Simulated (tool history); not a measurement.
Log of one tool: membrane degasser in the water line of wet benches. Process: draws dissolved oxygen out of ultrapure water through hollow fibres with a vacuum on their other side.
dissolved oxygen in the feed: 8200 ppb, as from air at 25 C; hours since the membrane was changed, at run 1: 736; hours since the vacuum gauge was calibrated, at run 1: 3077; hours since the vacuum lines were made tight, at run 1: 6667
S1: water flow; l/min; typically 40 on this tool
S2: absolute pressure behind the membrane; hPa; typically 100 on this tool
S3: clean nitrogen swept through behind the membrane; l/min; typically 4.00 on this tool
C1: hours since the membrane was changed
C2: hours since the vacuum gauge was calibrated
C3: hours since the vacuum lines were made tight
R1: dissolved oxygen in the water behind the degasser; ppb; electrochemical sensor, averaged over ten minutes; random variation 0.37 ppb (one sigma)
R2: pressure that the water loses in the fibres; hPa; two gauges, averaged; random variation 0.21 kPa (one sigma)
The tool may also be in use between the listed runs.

Run 1, hour 0.0: usual settings; C1 736; C2 3077; C3 6667. Result: R1 159.3 ppb, R2 501.1 hPa.
Run 2, hour 31.1: usual settings; C1 767; C2 3108; C3 6698. Result: R1 160.0 ppb, R2 497.2 hPa.
Run 3, hour 75.6: usual settings; C1 811; C2 3153; C3 6742. Result: R1 159.7 ppb, R2 499.4 hPa.
Run 4, hour 117.6: usual settings but S2 122 hPa; C1 853; C2 3195; C3 6784. Result: R1 208.9 ppb, R2 497.1 hPa.
Run 5, hour 148.1: usual settings but S1 33 l/min, S2 122 hPa; C1 884; C2 3225; C3 6815. Result: R1 174.4 ppb, R2 408.4 hPa.
Run 6, hour 201.4: usual settings but S1 39 l/min; C1 937; C2 3278; C3 6868. Result: R1 155.9 ppb, R2 485.3 hPa.
Run 7, hour 244.6: usual settings but S1 39 l/min; C1 980; C2 3322; C3 6911. Result: R1 155.7 ppb, R2 480.4 hPa.
Run 8, hour 299.9: usual settings but S1 39 l/min; C1 1036; C2 3377; C3 6967. Result: R1 155.7 ppb, R2 481.4 hPa.
Run 9, hour 355.8: usual settings but S1 39 l/min; C1 1092; C2 3433; C3 7022. Result: R1 155.7 ppb, R2 481.5 hPa.
Run 10, hour 409.4: usual settings but S1 39 l/min; C1 1145; C2 3486; C3 7076. Result: R1 156.1 ppb, R2 479.6 hPa.
Run 11, hour 454.1: usual settings but S1 39 l/min; C1 1190; C2 3531; C3 7121. Result: R1 155.8 ppb, R2 480.2 hPa.
Run 12, hour 508.7: usual settings but S1 39 l/min; C1 1245; C2 3586; C3 7175. Result: R1 155.9 ppb, R2 483.0 hPa.
Run 13, hour 534.2: usual settings but S1 39 l/min; C1 1270; C2 3611; C3 7201. Result: R1 156.1 ppb, R2 484.7 hPa.
Run 14, hour 580.6: usual settings but S1 39 l/min; C1 1316; C2 3658; C3 7247. Result: R1 155.2 ppb, R2 477.6 hPa.
Run 15, hour 611.7: usual settings but S2 67 hPa; C1 1348; C2 3689; C3 7278. Result: R1 83.7 ppb, R2 491.1 hPa.
Run 16, hour 644.7: usual settings; C1 1381; C2 3722; C3 7311. Result: R1 159.6 ppb, R2 485.7 hPa.
Run 17, hour 691.9: usual settings; C1 1428; C2 3769; C3 7359. Result: R1 160.0 ppb, R2 493.3 hPa.
Run 18, hour 722.0: usual settings but S3 3.66 l/min; C1 1458; C2 3799; C3 7389. Result: R1 172.2 ppb, R2 488.1 hPa.
Run 19, hour 758.3: usual settings but S1 63 l/min, S2 225 hPa, S3 4.89 l/min; C1 1494; C2 3835; C3 7425. Result: R1 560.3 ppb, R2 771.2 hPa.
Run 20, hour 798.3: usual settings but S1 26 l/min, S2 224 hPa, S3 4.89 l/min; C1 1534; C2 3875; C3 7465. Result: R1 240.9 ppb, R2 316.5 hPa.
At hour 825.2: gauge calibrated.
Run 21, hour 827.0: usual settings but S2 96 hPa; C1 1563; C2 3904; C3 7494. Result: R1 150.6 ppb, R2 499.2 hPa.
Run 22, hour 871.5: usual settings but S2 96 hPa; C1 1607; C2 3949; C3 7538. Result: R1 150.6 ppb, R2 500.8 hPa.
Run 23, hour 914.5: usual settings but S2 140 hPa, S3 7.71 l/min; C1 1650; C2 3991; C3 7581. Result: R1 136.0 ppb, R2 494.0 hPa.
Run 24, hour 944.6: usual settings but S2 67 hPa, S3 7.09 l/min; C1 1680; C2 4022; C3 7611. Result: R1 49.6 ppb, R2 492.7 hPa.
Run 25, hour 973.0: usual settings but S2 81 hPa, S3 4.03 l/min; C1 1709; C2 4050; C3 7640. Result: R1 115.2 ppb, R2 498.2 hPa.
Run 26, hour 1021.5: usual settings but S1 33 l/min, S2 222 hPa, S3 1.70 l/min; C1 1757; C2 4099; C3 7688. Result: R1 758.8 ppb, R2 409.8 hPa.
Run 27, hour 1050.6: usual settings but S1 27 l/min, S2 222 hPa, S3 1.70 l/min; C1 1786; C2 4128; C3 7717. Result: R1 640.3 ppb, R2 331.6 hPa.
Run 28, hour 1093.5: usual settings but S1 27 l/min, S2 222 hPa, S3 1.70 l/min; C1 1829; C2 4170; C3 7760. Result: R1 640.8 ppb, R2 336.2 hPa.
Run 29, hour 1138.9: usual settings but S2 209 hPa, S3 9.34 l/min; C1 1875; C2 4216; C3 7806. Result: R1 184.0 ppb, R2 493.9 hPa.
Run 30, hour 1174.1: usual settings but S1 26 l/min, S2 238 hPa, S3 10.05 l/min; C1 1910; C2 4251; C3 7841. Result: R1 130.4 ppb, R2 323.1 hPa.
Run 31, hour 1199.1: usual settings but S2 63 hPa, S3 7.15 l/min; C1 1935; C2 4276; C3 7866. Result: R1 43.8 ppb, R2 492.5 hPa.
Run 32, hour 1255.9: usual settings but S2 63 hPa, S3 7.15 l/min; C1 1992; C2 4333; C3 7923. Result: R1 43.6 ppb, R2 490.0 hPa.

Hidden condition of the tool, last listed run before each entry between runs versus first listed run after:
Logged between run 20 and run 21: gauge calibrated (hour 825.2)
  drift of the gauge itself on loss_of_pressure_kpa, %: -2.25 -> -0.01
  measured less the result without the state, R2: -7.2 -> +0.0 hPa
